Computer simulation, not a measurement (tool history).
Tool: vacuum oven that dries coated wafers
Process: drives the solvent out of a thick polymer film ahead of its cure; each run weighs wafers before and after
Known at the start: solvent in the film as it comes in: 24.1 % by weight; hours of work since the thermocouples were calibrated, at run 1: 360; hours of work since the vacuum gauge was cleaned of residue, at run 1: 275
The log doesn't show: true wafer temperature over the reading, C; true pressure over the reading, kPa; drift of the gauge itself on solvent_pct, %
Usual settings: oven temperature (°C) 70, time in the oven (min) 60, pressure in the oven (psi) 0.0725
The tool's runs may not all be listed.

| run | hour | oven temperature (°C) | time in the oven (min) | pressure in the oven (psi) | hours of work since the thermocouples were calibrated | hours of work since the vacuum gauge was cleaned of residue | solvent left in the film (%) |
|---|---|---|---|---|---|---|---|
| 1 | 0.0 | 70 | 60 | 0.0725 | 360 | 275 | 4.65 |
| 2 | 11.3 | 70 | 60 | 0.0725 | 367 | 282 | 4.66 |
| 3 | 25.1 | 78 | 60 | 0.0725 | 376 | 290 | 1.65 |
| 4 | 36.9 | 78 | 60 | 0.0725 | 383 | 298 | 1.64 |
| 5 | 46.7 | 70 | 30 | 0.0725 | 389 | 304 | 9.48 |
| 6 | 55.1 | 72 | 30 | 0.0725 | 394 | 309 | 8.54 |
| 7 | 68.2 | 72 | 30 | 0.0725 | 402 | 317 | 8.48 |
| 8 | 81.5 | 72 | 30 | 0.0725 | 410 | 325 | 8.47 |
| 9 | 95.0 | 72 | 30 | 0.0725 | 419 | 333 | 8.47 |
| 10 | 103.0 | 72 | 30 | 0.0725 | 424 | 338 | 8.55 |
| 11 | 114.9 | 70 | 60 | 0.0725 | 431 | 346 | 4.62 |
| 12 | 127.4 | 77 | 60 | 0.0725 | 439 | 353 | 1.94 |
| 13 | 138.2 | 75 | 60 | 0.0725 | 446 | 360 | 2.54 |
| 14 | 144.3 | 75 | 60 | 0.0725 | 449 | 364 | 2.56 |
| 15 | 156.6 | 75 | 60 | 0.0725 | 457 | 372 | 2.57 |
| 16 | 167.4 | 75 | 60 | 0.0725 | 464 | 378 | 2.58 |
| 17 | 179.7 | 72 | 60 | 0.0725 | 471 | 386 | 3.73 |
| 18 | 186.2 | 70 | 53 | 0.0725 | 475 | 390 | 5.48 |
| 19 | 195.4 | 70 | 53 | 0.0725 | 481 | 396 | 5.52 |
| 20 | 206.3 | 70 | 60 | 0.0725 | 488 | 402 | 4.69 |
| 21 | 216.6 | 70 | 60 | 0.0725 | 494 | 409 | 4.65 |
| 22 | 229.0 | 70 | 60 | 0.0725 | 502 | 416 | 4.63 |
| 23 | 240.4 | 70 | 60 | 0.0725 | 509 | 423 | 4.68 |
| 24 | 248.0 | 58 | 42 | 0.0725 | 513 | 428 | 13.04 |
| 25 | 258.2 | 70 | 60 | 0.0374 | 520 | 434 | 4.59 |
| 26 | 264.8 | 70 | 60 | 0.0374 | 524 | 438 | 4.57 |
| 27 | 278.9 | 70 | 60 | 0.0374 | 533 | 447 | 4.54 |
| 28 | 286.8 | 70 | 60 | 0.0374 | 537 | 452 | 4.58 |
| 29 | 300.0 | 60 | 39 | 0.0374 | 546 | 460 | 12.45 |
| 30 | 307.5 | 66 | 62 | 0.0725 | 550 | 465 | 6.43 |
| 31 | 317.8 | 66 | 34 | 0.2374 | 557 | 471 | 10.86 |
| 32 | 330.5 | 63 | 57 | 0.0725 | 564 | 479 | 8.60 |
| 33 | 337.9 | 85 | 32 | 0.0725 | 569 | 484 | 2.29 |
| 34 | 347.8 | 85 | 49 | 0.0690 | 575 | 490 | 0.77 |
| 35 | 357.8 | 85 | 49 | 0.0690 | 581 | 496 | 0.78 |
| 36 | 368.7 | 70 | 60 | 0.1640 | 588 | 503 | 4.80 |
| 37 | 379.3 | 78 | 88 | 0.1640 | 595 | 509 | 0.78 |
| 38 | 388.3 | 83 | 70 | 0.1268 | 600 | 515 | 0.51 |
| 39 | 400.6 | 85 | 80 | 0.2344 | 608 | 522 | 0.43 |
| 40 | 407.3 | 85 | 66 | 0.0502 | 612 | 527 | 0.28 |
| 41 | 413.3 | 63 | 33 | 0.0609 | 616 | 530 | 12.07 |
| 42 | 419.0 | 72 | 65 | 0.0374 | 619 | 534 | 3.19 |
| 43 | 424.8 | 68 | 107 | 0.1726 | 623 | 537 | 2.45 |
| 44 | 435.8 | 68 | 107 | 0.1726 | 630 | 544 | 2.43 |
| 45 | 444.4 | 56 | 102 | 0.2116 | 635 | 550 | 8.68 |
| 46 | 452.2 | 81 | 66 | 0.0725 | 640 | 554 | 0.74 |

4 ways to go on from here, each from the tool as it stands after run 46. What would each give?
| A | 466.4 | 78 | 94 | 0.0402 | 649 | 563 | ? |
| B | 466.4 | 62 | 39 | 0.1318 | 649 | 563 | ? |
| C | 466.4 | 69 | 62 | 0.0447 | 649 | 563 | ? |
| D | 466.4 | 74 | 41 | 0.0725 | 649 | 563 | ? |

| run | solvent left in the film (%) |
|---|---|
| A | 0.43 |
| B | 11.74 |
| C | 4.81 |
| D | 5.22 |
Without the tool's hidden state the same runs would have given:
| run | solvent left in the film (%) |
|---|---|
| A | 0.44 |
| B | 11.94 |
| C | 5.02 |
| D | 5.44 |

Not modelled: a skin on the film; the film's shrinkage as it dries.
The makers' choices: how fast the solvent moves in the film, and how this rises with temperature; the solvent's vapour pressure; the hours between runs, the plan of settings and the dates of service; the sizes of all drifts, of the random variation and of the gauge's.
